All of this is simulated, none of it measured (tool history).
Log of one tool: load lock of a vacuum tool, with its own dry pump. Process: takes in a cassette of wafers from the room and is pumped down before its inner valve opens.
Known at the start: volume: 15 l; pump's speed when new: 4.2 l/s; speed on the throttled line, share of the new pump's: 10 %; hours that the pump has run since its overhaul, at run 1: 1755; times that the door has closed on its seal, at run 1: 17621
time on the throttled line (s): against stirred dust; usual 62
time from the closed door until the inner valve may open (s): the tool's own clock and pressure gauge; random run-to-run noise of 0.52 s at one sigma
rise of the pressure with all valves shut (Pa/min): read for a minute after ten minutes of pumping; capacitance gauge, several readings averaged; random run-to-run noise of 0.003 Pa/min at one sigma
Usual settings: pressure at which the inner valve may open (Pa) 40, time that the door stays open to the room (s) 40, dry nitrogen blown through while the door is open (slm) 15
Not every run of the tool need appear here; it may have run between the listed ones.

| run | day | time on the throttled line (s) | pressure at which the inner valve may open (Pa) | time that the door stays open to the room (s) | dry nitrogen blown through while the door is open (slm) | hours that the pump has run since its overhaul | times that the door has closed on its seal | incoming humidity of the room's air, % | time from the closed door until the inner valve may open (s) | rise of the pressure with all valves shut (Pa/min) |
|---|---|---|---|---|---|---|---|---|---|---|
| 1 | 0 | 62 | 40 | 40 | 15 | 1755 | 17621 | 45.9 | 84.9 | 0.129 |
| 2 | 19.342 | 62 | 40 | 65 | 15 | 2219 | 19761 | 45.2 | 85.1 | 0.149 |
| 3 | 31.412 | 62 | 40 | 65 | 15 | 2509 | 21096 | 44.9 | 84.7 | 0.162 |
| 4 | 54.925 | 33 | 40 | 40 | 15 | 3073 | 23697 | 45.5 | 58.6 | 0.166 |
| 5 | 74.925 | 33 | 40 | 40 | 15 | 3554 | 25910 | 47.9 | 59.3 | 0.187 |
| 6 | 94.858 | 33 | 40 | 40 | 15 | 4032 | 28115 | 46.3 | 59.3 | 0.199 |
| 7 | 113.762 | 33 | 40 | 40 | 15 | 4486 | 30206 | 46.9 | 59 | 0.229 |
| 8 | 133.808 | 33 | 40 | 50 | 15 | 4967 | 32424 | 44.8 | 59.2 | 0.236 |
| 9 | 146.938 | 33 | 40 | 50 | 15 | 5282 | 33876 | 41 | 60.5 | 0.251 |
| 10 | 167.038 | 62 | 40 | 40 | 15 | 5764 | 36100 | 47.9 | 86 | 0.273 |
| 11 | 188.738 | 62 | 40 | 40 | 6 | 6285 | 38500 | 43.9 | 86.4 | 0.312 |
| 12 | 198.504 | 36 | 40 | 40 | 15 | 6519 | 39581 | 42.8 | 63.3 | 0.305 |
| 13 | 209.371 | 36 | 40 | 40 | 15 | 6780 | 40783 | 41.2 | 63.2 | 0.311 |
| 14 | 229.175 | 36 | 40 | 40 | 15 | 7255 | 42974 | 44 | 63.3 | 0.334 |
| 15 | 242.412 | 36 | 40 | 40 | 15 | 7573 | 44438 | 47.1 | 62.5 | 0.362 |
| 16 | 265.479 | 36 | 40 | 40 | 15 | 8127 | 46990 | 48.8 | 63.7 | 0.382 |
| 17 | 283.967 | 62 | 40 | 40 | 15 | 8571 | 49035 | 46.9 | 87.2 | 0.405 |
| 18 | 300.729 | 62 | 58 | 40 | 15 | 8973 | 50890 | 43.7 | 85.6 | 0.422 |
|  | 308.35 | dry pump taken out, an overhauled one fitted |
| 19 | 324.454 | 62 | 33 | 65 | 5 | 387 | 53487 | 42.3 | 84 | 0.484 |
| 20 | 334.833 | 62 | 33 | 65 | 5 | 636 | 54635 | 46.2 | 85.2 | 0.497 |
| 21 | 349.467 | 62 | 33 | 65 | 26 | 987 | 56254 | 44.6 | 84.1 | 0.5 |
| 22 | 361.017 | 63 | 33 | 138 | 26 | 1264 | 57531 | 48.1 | 85.4 | 0.53 |
| 23 | 376.804 | 63 | 68 | 138 | 14 | 1643 | 59278 | 44.5 | 83.4 | 0.577 |
| 24 | 393.2 | 63 | 68 | 138 | 14 | 2036 | 61092 | 46.2 | 82.5 | 0.596 |
| 25 | 416.454 | 62 | 78 | 40 | 15 | 2594 | 63664 | 43.8 | 81.6 | 0.598 |
| 26 | 432.008 | 62 | 40 | 40 | 13 | 2968 | 65385 | 44.6 | 84.6 | 0.623 |
| 27 | 443.546 | 62 | 40 | 40 | 13 | 3245 | 66661 | 46.4 | 84.2 | 0.657 |
| 28 | 463.392 | 62 | 40 | 40 | 13 | 3721 | 68857 | 45.7 | 84 | 0.678 |
|  | 471.538 | door's seal changed, seat wiped |
| 29 | 483.696 | 62 | 40 | 205 | 16 | 4207 | 1345 | 45.7 | 84.4 | 0.091 |
| 30 | 502.467 | 62 | 40 | 32 | 11 | 4657 | 3422 | 42.6 | 85 | 0.056 |
| 31 | 512.862 | 72 | 40 | 27 | 11 | 4907 | 4572 | 45.3 | 93.8 | 0.058 |
| 32 | 524.042 | 72 | 40 | 27 | 11 | 5175 | 5808 | 46.5 | 93.3 | 0.063 |
| 33 | 546 | 72 | 40 | 27 | 11 | 5702 | 8238 | 45.3 | 94.3 | 0.077 |
| 34 | 568.062 | 72 | 40 | 27 | 6 | 6232 | 10678 | 42.6 | 94.6 | 0.089 |
| 35 | 590.504 | 72 | 40 | 27 | 6 | 6770 | 13161 | 48 | 94.6 | 0.109 |

Selected run-to-run steps in time from the closed door until the inner valve may open (s), each split into two signed amounts: the part the tool would show with no hidden state at all (from settings, incoming material and random variation), and the remainder, which goes to the hidden state together with any gauge scatter not common to the measured and the hidden-state-free results:
Hidden state at play: pump's speed, % of a new pump's; leak at the door's seal, Pa l/s; drift of the gauge itself on ready_s, %; drift of the gauge itself on rise_pa_min, %.
Run 3 -> 4: time on the throttled line (s) 62 -> 33, time that the door stays open to the room (s) 65 -> 40. time from the closed door until the inner valve may open (s) -26.1: hidden state +0.3, all else -26.4.
Run 5 -> 6: no setting touched and nothing written in the log between the runs. time from the closed door until the inner valve may open (s) +0: hidden state +0.3, all else -0.3.
Run 9 -> 10: time on the throttled line (s) 33 -> 62, time that the door stays open to the room (s) 50 -> 40. time from the closed door until the inner valve may open (s) +25.5: hidden state +0, all else +25.5.
Run 16 -> 17: time on the throttled line (s) 36 -> 62. time from the closed door until the inner valve may open (s) +23.5: hidden state -0.1, all else +23.6.
Run 18 -> 19: pressure at which the inner valve may open (Pa) 58 -> 33, time that the door stays open to the room (s) 40 -> 65, dry nitrogen blown through while the door is open (slm) 15 -> 5, dry pump taken out, an overhauled one fitted. time from the closed door until the inner valve may open (s) -1.6: hidden state -3.2, all else +1.6.

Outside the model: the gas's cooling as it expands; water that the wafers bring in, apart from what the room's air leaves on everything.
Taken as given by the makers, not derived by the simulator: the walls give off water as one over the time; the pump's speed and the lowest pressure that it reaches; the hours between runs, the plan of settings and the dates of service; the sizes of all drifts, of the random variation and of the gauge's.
